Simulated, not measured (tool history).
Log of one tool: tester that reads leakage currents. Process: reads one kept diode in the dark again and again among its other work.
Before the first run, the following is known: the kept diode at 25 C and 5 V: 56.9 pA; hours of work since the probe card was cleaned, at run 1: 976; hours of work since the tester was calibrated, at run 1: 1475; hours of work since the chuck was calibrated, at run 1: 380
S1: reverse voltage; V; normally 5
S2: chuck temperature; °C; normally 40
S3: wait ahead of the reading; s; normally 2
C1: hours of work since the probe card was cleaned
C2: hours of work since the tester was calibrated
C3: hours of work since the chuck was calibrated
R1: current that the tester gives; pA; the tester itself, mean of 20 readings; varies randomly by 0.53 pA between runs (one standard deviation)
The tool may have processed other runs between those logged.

run   hour    S1  S2    S3    C1    C2   C3      R1
  1      0     5  40     2   976  1475  380  175.16
  2     65     5  40     2  1025  1524  429  175.34
  3  130.4     5  40     2  1074  1573  478  175.23
  4  172.3     5  40     2  1106  1605  510  173.95
  5  217.3     5  40     2  1140  1638  543  174.48
  6  244.9     5  40  8.98  1160  1659  564   174.4
  7  283.7     5  40  8.98  1190  1688  593  173.99
       291  -- probe card cleaned and baked
  8  328.2     5  29  8.98    28  1720  625   79.91
  9  362.7     5  29  8.98    54  1746  651   79.73
 10  403.8     5  29  8.98    85  1777  682   80.17
     439.5  -- probe card cleaned and baked, once more
 11  459.5  2.15  44  8.98    15  1816  721  157.09
 12  510.9  2.15  44  8.98    54  1855  760  156.85
 13  556.9  2.15  44  8.98    88  1890  795   156.4
 14  594.4  2.15  44  8.98   117  1918  823  155.86
 15  639.7  2.15  44  3.02   151  1952  857  155.59

Branching from run 15: 3 alternative next runs. What would each branch give?
  A  687.2  2.98  29  0.68  187  1988  893   ?
  B  687.2  2.87  21  0.73  187  1988  893   ?
  C  687.2     5  40  4.37  187  1988  893   ?

run      R1
  A   59.51
  B    31.6
  C  168.32
Without the tool's hidden state the same runs would have given:
run      R1
  A   62.63
  B   33.17
  C  176.86

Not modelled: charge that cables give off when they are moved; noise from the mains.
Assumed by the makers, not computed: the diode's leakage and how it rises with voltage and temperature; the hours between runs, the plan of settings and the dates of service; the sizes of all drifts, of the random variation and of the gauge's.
